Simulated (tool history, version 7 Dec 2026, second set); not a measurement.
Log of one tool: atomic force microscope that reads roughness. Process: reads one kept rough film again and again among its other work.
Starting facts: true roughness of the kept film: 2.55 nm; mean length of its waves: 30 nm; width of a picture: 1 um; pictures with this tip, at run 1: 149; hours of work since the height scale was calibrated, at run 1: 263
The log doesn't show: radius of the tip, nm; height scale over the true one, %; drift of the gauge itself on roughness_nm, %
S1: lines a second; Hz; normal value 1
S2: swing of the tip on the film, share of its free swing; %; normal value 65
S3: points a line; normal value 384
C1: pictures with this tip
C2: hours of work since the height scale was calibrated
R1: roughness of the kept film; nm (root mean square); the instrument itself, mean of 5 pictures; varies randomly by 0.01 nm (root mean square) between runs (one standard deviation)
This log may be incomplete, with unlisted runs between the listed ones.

run,hour,S1,S2,S3,C1,C2,R1
1,0,1,65,384,149,263,2.111
2,10.4,1,73,384,162,271,2.069
3,23.7,1,65,384,180,281,2.1
4,34.7,1,65,384,194,288,2.086
# hour 41.3: new tip fitted
5,50.4,1,65,384,12,299,2.275
6,63.7,1,65,384,29,309,2.266
7,74.2,1,65,384,43,316,2.242
8,85,1,65,384,57,324,2.211
9,94.3,1,67,384,69,331,2.208
10,109.7,1,67,384,90,342,2.158
11,121.5,1,67,384,105,350,2.14
12,131.5,1,67,384,119,357,2.146
13,146.2,1,65,384,138,368,2.127
14,157.2,1,65,425,152,376,2.119
15,165.6,1,65,425,164,382,2.111
16,173.1,1,77,384,173,387,2.012
17,189.8,1,77,384,196,399,1.97
# hour 196.5: new tip fitted
18,207.2,1,77,384,14,411,2.175
19,223.7,1,77,384,36,423,2.138
20,234.4,1,77,384,50,431,2.124
21,241.7,1,77,384,59,436,2.134
22,254.4,1,77,384,76,445,2.091
23,267.2,1,65,384,93,454,2.169
24,279.9,1,65,384,110,463,2.167
25,294.3,1,65,384,129,474,2.128
26,307.7,1,65,384,146,483,2.107
27,314.8,3.77,67,912,156,488,1.861
28,328,2.29,65,658,173,498,1.969
29,335.4,2.29,65,658,183,503,1.965
# hour 351.3: new tip fitted
30,351.7,2.29,65,658,1,514,2.172
31,361.4,1,65,350,14,521,2.275
32,369.8,1.32,69,269,25,527,2.158
33,380.4,1.32,69,269,39,535,2.151
34,388.3,0.97,65,914,49,541,2.259
35,401.4,1.37,59,387,66,550,2.215
36,412.8,2.5,72,594,81,558,1.959
37,423.6,2.5,72,594,96,566,1.947
38,432.4,1,65,744,107,572,2.169
39,447.4,3.53,66,384,127,583,1.909
40,464.3,0.57,73,446,149,595,2.11
41,480.1,0.57,73,446,170,606,2.085
42,496.8,0.57,73,446,192,618,2.059
# hour 505.6: new tip fitted
43,508.7,2.93,70,438,4,627,2.022
44,520.7,1.08,61,495,20,635,2.297
45,529.8,0.74,65,384,32,642,2.278
46,545.1,1.66,65,384,52,653,2.145
47,558.7,1.66,65,384,70,662,2.145
48,566.1,1.66,65,384,80,668,2.132
49,577.2,1.66,65,384,95,676,2.106

Below are 3 alternative next runs, each starting from the tool's condition after run 49. Predict each:
A,588.4,0.58,60,475,109,684,?
B,588.4,0.51,65,384,109,684,?
C,588.4,1.14,65,264,109,684,?

run,R1
A,2.209
B,2.198
C,2.138
With no hidden state in the tool, these same runs would have given:
run,R1
A,2.352
B,2.341
C,2.276

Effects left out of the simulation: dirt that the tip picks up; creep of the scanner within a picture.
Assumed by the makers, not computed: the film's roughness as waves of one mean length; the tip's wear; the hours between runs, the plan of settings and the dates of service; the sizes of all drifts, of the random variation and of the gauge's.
